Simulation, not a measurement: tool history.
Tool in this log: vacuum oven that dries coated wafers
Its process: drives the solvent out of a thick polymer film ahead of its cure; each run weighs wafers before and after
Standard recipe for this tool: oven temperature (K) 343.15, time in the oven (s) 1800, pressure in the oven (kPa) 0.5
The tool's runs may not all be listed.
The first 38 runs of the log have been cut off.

run,hour,oven temperature (K),time in the oven (s),pressure in the oven (kPa),hours of work since the thermocouples were calibrated,hours of work since the vacuum gauge was cleaned of residue,solvent left in the film (%)
39,425.8,345.15,2460,0.633,576,396,2.64
40,433.4,340.15,1200,0.5,580,401,9.42
41,448.5,340.15,1200,0.5,589,409,9.39
42,455.6,340.15,1200,0.5,593,413,9.41
43,466,340.15,1200,0.314,599,419,9.41
44,475.8,340.15,1200,0.314,604,424,9.34
45,484.1,340.15,1140,0.89,609,429,9.9
46,493.2,340.15,1140,0.89,614,434,9.85

What if the next run were any one of these 3? Each begins from the tool's condition after run 46:
A,509.6,329.15,2520,0.5,623,443,?
B,509.6,335.15,2160,0.5,623,443,?
C,509.6,343.15,1020,1.952,623,443,?

run,solvent left in the film (%)
A,10.25
B,8.08
C,9.41
With the hidden condition removed and each run's random variation left untouched, the same runs would have given:
run,solvent left in the film (%)
A,10.25
B,8.09
C,9.41
